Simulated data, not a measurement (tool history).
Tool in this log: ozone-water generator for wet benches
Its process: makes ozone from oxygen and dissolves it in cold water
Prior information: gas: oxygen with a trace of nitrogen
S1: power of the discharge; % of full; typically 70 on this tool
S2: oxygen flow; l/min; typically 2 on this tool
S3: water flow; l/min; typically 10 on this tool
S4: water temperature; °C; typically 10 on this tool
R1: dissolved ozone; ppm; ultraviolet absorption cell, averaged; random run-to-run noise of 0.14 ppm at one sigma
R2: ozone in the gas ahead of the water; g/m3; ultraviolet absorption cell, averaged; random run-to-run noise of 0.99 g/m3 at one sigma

run	hour	S1	S2	S3	S4	R1	R2
1	0	70	2	10	10	16.4	170.4
2	68.2	70	2	10	10	16.3	171.8
3	118.3	70	2	10	10	16.3	172.1
4	187.4	70	2	10	10	16.5	172.4
5	236.9	70	2	10	10	16.3	170.4
6	317.7	70	2	10	14	15.6	172.8
7	381.3	70	2	10	14	15.7	171
# hour 421: contactor cleaned
8	455.1	64	2	10	10	15.1	158.2
9	528.9	64	2	10	10	15	159.9
10	581.9	64	2	10	10	15	159.5
11	627.1	64	2	10	10	15.1	161.1
12	681.5	64	2	10	10	15.1	159.1
13	742.9	64	2	10	10	15	158.6
14	816.7	70	2	10	12	16.3	173.1
15	876.2	70	2	10	12	16	172.1
16	929.4	70	2	10	12	15.9	170.1
17	983.4	70	2.51	10	10	16.9	152.4
18	1037.7	52	1.28	9	18	12.2	170.7
19	1116.8	56	2.97	10	10	14.2	116.6
20	1154.7	98	1.45	10	10	20.4	268.3
21	1211.9	70	1.42	10	10	15.5	204.7
22	1277.7	70	2.32	10	7	17.7	158.7
23	1333.1	70	1.3	14	10	10.4	213.2
24	1368.1	70	1.3	14	10	10.1	214.2
25	1435.7	70	1.3	14	10	10.6	213.3
26	1500.5	70	1.3	14	10	10.2	214.5
27	1552.8	50	3.13	10	10	13.1	101.3
28	1590.4	66	2.65	10	10	16.3	141.4
29	1650.5	56	2.12	8	9	17.3	137.4
30	1721.5	56	2.12	8	9	17.1	136.3
31	1764.1	70	2.59	11	10	15.4	150
32	1803.5	85	1.34	10	10	17.4	246.1
33	1867.6	85	1.34	10	10	17.6	248.8

4 ways to go on from here, each from the tool as it stands after run 33. What would each give?
A	1951.7	70	2	10	6	?	?
B	1951.7	67	2.87	10	7	?	?
C	1951.7	72	2	11	6	?	?
D	1951.7	85	1.29	10	11	?	?

run	R1	R2
A	17.2	170.2
B	17	136.3
C	15.9	176
D	17.3	254.1
With the hidden condition removed and each run's random variation left untouched, the same runs would have given:
run	R1	R2
A	17.2	170.4
B	17	136.4
C	15.9	176.2
D	17.3	254.5

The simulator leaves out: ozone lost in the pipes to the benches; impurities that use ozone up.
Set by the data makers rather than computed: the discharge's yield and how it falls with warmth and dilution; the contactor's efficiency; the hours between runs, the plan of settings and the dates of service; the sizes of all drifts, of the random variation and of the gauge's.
